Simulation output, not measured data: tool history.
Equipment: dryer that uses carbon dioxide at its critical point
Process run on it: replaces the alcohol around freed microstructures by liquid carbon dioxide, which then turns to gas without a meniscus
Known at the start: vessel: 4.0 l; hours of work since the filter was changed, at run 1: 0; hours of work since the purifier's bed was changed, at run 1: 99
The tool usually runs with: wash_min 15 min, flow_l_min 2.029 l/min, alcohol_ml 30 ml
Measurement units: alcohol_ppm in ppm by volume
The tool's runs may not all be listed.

run,day,wash_min,flow_l_min,alcohol_ml,hours of work since the filter was changed,hours of work since the purifier's bed was changed,alcohol_ppm
1,0,15,2.029,30,0,99,31
2,0.496,15,2.029,30,7,106,38
3,0.946,15,2.029,30,13,112,33
4,1.45,13,2.029,30,21,120,46
5,2.421,13,2.029,30,34,133,46
6,3.308,15,2.029,78,47,146,63
7,4.025,15,2.029,30,57,156,53
8,5.121,15,2.029,30,72,172,53
9,5.817,15,2.029,30,82,181,58
10,6.892,15,2.029,30,98,197,59
11,7.804,15,2.029,30,110,209,58
12,8.25,15,2.029,30,117,216,70
13,9.179,15,2.029,30,130,229,77
14,9.758,15,2.029,30,138,237,62
15,10.708,15,2.029,30,152,251,78
16,11.804,15,2.029,30,167,266,88
17,12.312,15,2.029,30,174,273,83
18,12.85,15,2.029,30,182,281,99
19,13.554,15,2.029,30,192,291,91
20,14.642,15,2.029,30,207,306,90
21,15.258,15,2.029,30,216,315,95
22,15.883,15,2.029,30,225,324,94
23,16.433,15,2.029,30,233,332,104
24,17.079,15,2.029,30,242,341,105
25,17.517,15,2.029,30,248,347,103
26,18.358,10,1.54,31,260,359,355
27,18.896,10,1.54,31,267,366,357
28,19.658,10,1.54,31,278,377,364
29,20.612,15,2.48,52,292,391,106
30,21.083,11,3.04,111,298,397,127
31,21.562,11,3.04,111,305,404,124
32,22.583,11,3.04,111,320,419,133
33,23.112,11,2.32,31,327,426,154
34,23.842,10,1.82,75,337,436,499
35,24.325,11,2.029,95,344,443,302
36,25.021,11,2.029,95,354,453,322
37,26.054,11,2.029,95,369,468,338
38,26.854,24,2.029,95,380,479,119
39,27.683,24,2.029,95,392,491,130
40,28.321,15,2.96,30,401,500,124
41,28.896,15,2.96,30,409,508,138
42,29.808,19,1.98,114,422,521,154
43,30.721,11,1.65,37,435,534,341
44,31.383,10,1.83,29,444,543,299
45,32.179,22,2,29,455,554,149
46,32.954,20,1.48,66,466,565,193
47,33.412,15,2.6,21,473,572,149

Below, some changes in alcohol_ppm between adjacent runs. For each, the amount present without the hidden state too (settings, incoming material, random variation) and the amount remaining for the hidden state with gauge scatter not shared by both compared results:
Hidden state at play: flow that reaches the vessel past the clogged filter, %; alcohol in the recycled carbon dioxide, ppm; drift of the gauge itself on alcohol_ppm, %.
Run 25 -> 26: wash_min 15 -> 10, flow_l_min 2.029 -> 1.54, alcohol_ml 30 -> 31. alcohol_ppm +252 ppm by volume: hidden state +70, all else +182.
Run 28 -> 29: wash_min 10 -> 15, flow_l_min 1.54 -> 2.48, alcohol_ml 31 -> 52. alcohol_ppm -258 ppm by volume: hidden state -70, all else -188.
Run 33 -> 34: wash_min 11 -> 10, flow_l_min 2.32 -> 1.82, alcohol_ml 31 -> 75. alcohol_ppm +345 ppm by volume: hidden state +130, all else +215.
Run 37 -> 38: wash_min 11 -> 24. alcohol_ppm -219 ppm by volume: hidden state -102, all else -117.
Run 42 -> 43: wash_min 19 -> 11, flow_l_min 1.98 -> 1.65, alcohol_ml 114 -> 37. alcohol_ppm +187 ppm by volume: hidden state +87, all else +100.

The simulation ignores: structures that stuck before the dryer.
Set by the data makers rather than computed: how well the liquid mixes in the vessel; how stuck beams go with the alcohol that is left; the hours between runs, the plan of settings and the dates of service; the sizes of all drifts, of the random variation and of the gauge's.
